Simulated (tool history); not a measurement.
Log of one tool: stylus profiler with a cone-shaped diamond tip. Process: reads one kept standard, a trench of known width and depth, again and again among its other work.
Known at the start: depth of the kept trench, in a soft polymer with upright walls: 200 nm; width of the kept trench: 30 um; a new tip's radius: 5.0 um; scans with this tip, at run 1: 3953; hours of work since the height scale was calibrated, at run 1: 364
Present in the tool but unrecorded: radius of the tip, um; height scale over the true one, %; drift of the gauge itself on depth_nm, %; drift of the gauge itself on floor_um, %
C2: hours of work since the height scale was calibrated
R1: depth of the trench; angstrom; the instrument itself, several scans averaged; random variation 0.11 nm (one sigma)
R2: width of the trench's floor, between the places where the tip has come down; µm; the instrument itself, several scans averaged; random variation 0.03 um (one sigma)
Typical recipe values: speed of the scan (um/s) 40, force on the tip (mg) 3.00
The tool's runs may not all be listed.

Run 1, day 0.000: usual settings; scans with this tip 3953; C2 364. Result: R1 2032.9 angstrom, R2 26.65 µm.
Run 2, day 0.500: usual settings; scans with this tip 4050; C2 373. Result: R1 2030.8 angstrom, R2 26.66 µm.
Run 3, day 1.212: usual settings; scans with this tip 4188; C2 386. Result: R1 2031.1 angstrom, R2 26.70 µm.
Run 4, day 1.900: usual settings; scans with this tip 4320; C2 398. Result: R1 2031.1 angstrom, R2 26.63 µm.
Run 5, day 2.946: usual settings; scans with this tip 4521; C2 417. Result: R1 2033.5 angstrom, R2 26.61 µm.
Run 6, day 3.983: usual settings but force on the tip (mg) 3.68; scans with this tip 4722; C2 435. Result: R1 2037.5 angstrom, R2 26.66 µm.
Run 7, day 5.004: usual settings but force on the tip (mg) 3.68; scans with this tip 4918; C2 453. Result: R1 2035.4 angstrom, R2 26.67 µm.
Run 8, day 6.200: usual settings but force on the tip (mg) 3.68; scans with this tip 5149; C2 474. Result: R1 2039.1 angstrom, R2 26.54 µm.
Run 9, day 7.371: usual settings but force on the tip (mg) 3.68; scans with this tip 5375; C2 495. Result: R1 2038.8 angstrom, R2 26.57 µm.
Run 10, day 8.600: usual settings but force on the tip (mg) 3.13; scans with this tip 5612; C2 517. Result: R1 2034.6 angstrom, R2 26.54 µm.
Run 11, day 9.383: usual settings; scans with this tip 5763; C2 531. Result: R1 2035.3 angstrom, R2 26.50 µm.
Run 12, day 10.012: usual settings; scans with this tip 5885; C2 542. Result: R1 2032.1 angstrom, R2 26.50 µm.
Run 13, day 10.950: usual settings; scans with this tip 6065; C2 559. Result: R1 2033.1 angstrom, R2 26.48 µm.
Run 14, day 11.612: usual settings; scans with this tip 6193; C2 571. Result: R1 2036.5 angstrom, R2 26.49 µm.
Run 15, day 12.762: usual settings but speed of the scan (um/s) 25, force on the tip (mg) 3.72; scans with this tip 6415; C2 591. Result: R1 2038.9 angstrom, R2 26.59 µm.
Run 16, day 13.308: usual settings but speed of the scan (um/s) 15, force on the tip (mg) 1.58; scans with this tip 6520; C2 601. Result: R1 2023.6 angstrom, R2 26.56 µm.
Run 17, day 14.396: usual settings but speed of the scan (um/s) 15, force on the tip (mg) 1.32; scans with this tip 6729; C2 620. Result: R1 2022.2 angstrom, R2 26.54 µm.
Run 18, day 15.271: usual settings but speed of the scan (um/s) 27, force on the tip (mg) 6.38; scans with this tip 6899; C2 636. Result: R1 2053.2 angstrom, R2 26.54 µm.
Run 19, day 16.192: usual settings but speed of the scan (um/s) 19, force on the tip (mg) 8.19; scans with this tip 7076; C2 652. Result: R1 2062.5 angstrom, R2 26.59 µm.
Run 20, day 16.912: usual settings but speed of the scan (um/s) 19, force on the tip (mg) 8.19; scans with this tip 7215; C2 665. Result: R1 2061.9 angstrom, R2 26.56 µm.
Run 21, day 17.683: usual settings but speed of the scan (um/s) 99, force on the tip (mg) 1.48; scans with this tip 7364; C2 678. Result: R1 2024.7 angstrom, R2 25.84 µm.
Run 22, day 18.433: usual settings but speed of the scan (um/s) 52, force on the tip (mg) 2.92; scans with this tip 7508; C2 692. Result: R1 2034.6 angstrom, R2 26.37 µm.
Run 23, day 19.154: usual settings but speed of the scan (um/s) 52, force on the tip (mg) 2.92; scans with this tip 7647; C2 705. Result: R1 2034.5 angstrom, R2 26.28 µm.
Run 24, day 20.121: usual settings but speed of the scan (um/s) 54, force on the tip (mg) 3.31; scans with this tip 7834; C2 722. Result: R1 2037.7 angstrom, R2 26.30 µm.
Run 25, day 21.100: usual settings but speed of the scan (um/s) 17, force on the tip (mg) 3.27; scans with this tip 8023; C2 739. Result: R1 2037.4 angstrom, R2 26.51 µm.

Forecast each of these 4 alternatives for the next run:
Run A, day 22.067: usual settings but speed of the scan (um/s) 19, force on the tip (mg) 1.65; scans with this tip 8209; C2 756. Result: R1 ?, R2 ?.
Run B, day 22.067: usual settings but speed of the scan (um/s) 11, force on the tip (mg) 1.92; scans with this tip 8209; C2 756. Result: R1 ?, R2 ?.
Run C, day 22.067: usual settings but speed of the scan (um/s) 19, force on the tip (mg) 7.14; scans with this tip 8209; C2 756. Result: R1 ?, R2 ?.
Run D, day 22.067: usual settings but speed of the scan (um/s) 103, force on the tip (mg) 2.56; scans with this tip 8209; C2 756. Result: R1 ?, R2 ?.

run      R1     R2
  A  2027.6  26.42
  B  2027.0  26.52
  C  2057.4  26.45
  D  2032.1  25.95
Without the tool's hidden state the same runs would have given:
run      R1     R2
  A  2020.6  27.08
  B  2020.1  27.18
  C  2050.3  27.11
  D  2025.1  26.61

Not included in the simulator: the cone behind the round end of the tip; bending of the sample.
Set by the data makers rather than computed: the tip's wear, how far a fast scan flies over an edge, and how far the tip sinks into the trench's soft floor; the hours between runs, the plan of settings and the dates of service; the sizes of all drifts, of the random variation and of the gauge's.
